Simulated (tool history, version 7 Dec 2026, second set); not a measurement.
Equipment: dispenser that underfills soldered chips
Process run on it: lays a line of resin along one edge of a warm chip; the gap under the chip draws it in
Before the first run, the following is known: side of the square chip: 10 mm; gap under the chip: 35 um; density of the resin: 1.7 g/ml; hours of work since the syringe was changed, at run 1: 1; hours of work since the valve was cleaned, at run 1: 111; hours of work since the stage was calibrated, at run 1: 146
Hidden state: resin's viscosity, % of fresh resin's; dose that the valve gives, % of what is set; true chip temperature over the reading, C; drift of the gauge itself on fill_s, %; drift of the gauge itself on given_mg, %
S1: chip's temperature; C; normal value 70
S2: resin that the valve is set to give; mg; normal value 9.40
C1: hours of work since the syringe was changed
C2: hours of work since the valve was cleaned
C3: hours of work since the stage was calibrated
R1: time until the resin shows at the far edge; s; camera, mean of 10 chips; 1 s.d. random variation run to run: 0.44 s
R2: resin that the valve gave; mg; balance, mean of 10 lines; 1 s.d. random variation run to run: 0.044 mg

| run | day | S1 | S2 | C1 | C2 | C3 | R1 | R2 |
|---|---|---|---|---|---|---|---|---|
| 1 | 0.000 | 70 | 9.40 | 1 | 111 | 146 | 32.8 | 8.82 |
| 2 | 0.333 | 70 | 9.40 | 7 | 116 | 151 | 50.1 | 8.68 |
|  | 0.467 | new syringe of resin |
| 3 | 0.704 | 70 | 9.40 | 4 | 123 | 157 | 41.5 | 8.69 |
|  | 0.904 | dispensing valve cleaned and set on the balance |
|  | 1.000 | new syringe of resin |
| 4 | 1.038 | 70 | 9.40 | 1 | 2 | 162 | 32.5 | 9.42 |
| 5 | 1.400 | 70 | 9.40 | 7 | 8 | 168 | 49.6 | 9.36 |
|  | 1.508 | new syringe of resin |
| 6 | 1.808 | 70 | 9.40 | 5 | 15 | 175 | 43.6 | 9.29 |
|  | 2.000 | new syringe of resin |
| 7 | 2.096 | 70 | 9.40 | 2 | 19 | 180 | 35.1 | 9.25 |
| 8 | 2.371 | 72 | 9.40 | 6 | 24 | 184 | 43.5 | 9.25 |
|  | 2.496 | new syringe of resin |
| 9 | 2.850 | 70 | 9.40 | 6 | 32 | 192 | 47.1 | 9.17 |
|  | 2.992 | new syringe of resin |
| 10 | 3.129 | 70 | 9.40 | 2 | 36 | 197 | 36.5 | 9.07 |
|  | 3.483 | new syringe of resin |
| 11 | 3.483 | 70 | 9.40 | 0 | 42 | 202 | 31.3 | 9.14 |
| 12 | 3.858 | 70 | 9.40 | 6 | 48 | 209 | 47.4 | 9.11 |
|  | 3.971 | new syringe of resin |
| 13 | 4.338 | 70 | 8.47 | 6 | 56 | 216 | 48.8 | 8.11 |
|  | 4.471 | new syringe of resin |
| 14 | 4.579 | 70 | 9.40 | 2 | 60 | 220 | 34.6 | 9.06 |
|  | 5.004 | new syringe of resin |
| 15 | 5.046 | 70 | 8.38 | 1 | 68 | 228 | 32.4 | 7.90 |
| 16 | 5.417 | 70 | 8.38 | 7 | 74 | 234 | 50.1 | 8.01 |
|  | 5.496 | new syringe of resin |
| 17 | 5.712 | 70 | 8.38 | 4 | 79 | 239 | 40.7 | 7.93 |
|  | 6.008 | new syringe of resin |
| 18 | 6.088 | 56 | 8.70 | 1 | 85 | 245 | 64.2 | 8.30 |
| 19 | 6.462 | 70 | 10.25 | 8 | 91 | 251 | 51.6 | 9.63 |
|  | 6.508 | new syringe of resin |
| 20 | 6.742 | 79 | 9.00 | 4 | 96 | 256 | 27.3 | 8.31 |
|  | 7.029 | new syringe of resin |
| 21 | 7.062 | 78 | 9.98 | 1 | 101 | 261 | 22.9 | 9.33 |
| 22 | 7.271 | 55 | 10.30 | 4 | 104 | 265 | 79.7 | 9.60 |
|  | 7.533 | new syringe of resin |
| 23 | 7.729 | 55 | 10.30 | 3 | 112 | 272 | 75.6 | 9.59 |
| 24 | 7.925 | 67 | 9.40 | 7 | 115 | 275 | 56.0 | 8.68 |
|  | 8.038 | new syringe of resin |
| 25 | 8.392 | 67 | 9.40 | 6 | 123 | 283 | 54.5 | 8.60 |
|  | 8.533 | new syringe of resin |
|  | 8.575 | dispensing valve cleaned and set on the balance |
| 26 | 8.704 | 67 | 9.40 | 2 | 2 | 287 | 39.6 | 9.47 |
| 27 | 9.000 | 80 | 9.76 | 7 | 7 | 292 | 32.3 | 9.73 |
|  | 9.092 | new syringe of resin |
| 28 | 9.467 | 70 | 9.71 | 6 | 15 | 300 | 45.7 | 9.69 |
|  | 9.592 | new syringe of resin |
| 29 | 9.804 | 70 | 9.71 | 4 | 20 | 305 | 38.5 | 9.57 |
|  | 10.083 | new syringe of resin |
| 30 | 10.088 | 79 | 8.90 | 0 | 25 | 310 | 20.1 | 8.88 |
| 31 | 10.388 | 79 | 8.90 | 5 | 30 | 315 | 29.1 | 8.71 |
|  | 10.592 | new syringe of resin |
| 32 | 10.808 | 70 | 11.92 | 4 | 37 | 322 | 39.0 | 11.67 |
|  | 11.100 | new syringe of resin |
| 33 | 11.100 | 62 | 9.60 | 0 | 41 | 327 | 42.5 | 9.41 |
| 34 | 11.383 | 81 | 10.32 | 5 | 46 | 331 | 25.7 | 10.13 |

Consider 3 possible next runs. They are alternatives, not a sequence: every one starts from the tool as it was left by run 34. What does each give?
|  | 11.608 | new syringe of resin |
| A | 11.671 | 70 | 11.23 | 1 | 51 | 336 | ? | ? |
|  | 11.608 | new syringe of resin |
| B | 11.671 | 60 | 8.24 | 1 | 51 | 336 | ? | ? |
|  | 11.608 | new syringe of resin |
| C | 11.671 | 70 | 10.39 | 1 | 51 | 336 | ? | ? |

| run | R1 | R2 |
|---|---|---|
| A | 31.5 | 11.00 |
| B | 52.3 | 7.99 |
| C | 32.0 | 10.02 |
With the hidden condition removed and each run's random variation left untouched, the same runs would have given:
| run | R1 | R2 |
|---|---|---|
| A | 31.2 | 11.33 |
| B | 51.8 | 8.24 |
| C | 31.7 | 10.33 |

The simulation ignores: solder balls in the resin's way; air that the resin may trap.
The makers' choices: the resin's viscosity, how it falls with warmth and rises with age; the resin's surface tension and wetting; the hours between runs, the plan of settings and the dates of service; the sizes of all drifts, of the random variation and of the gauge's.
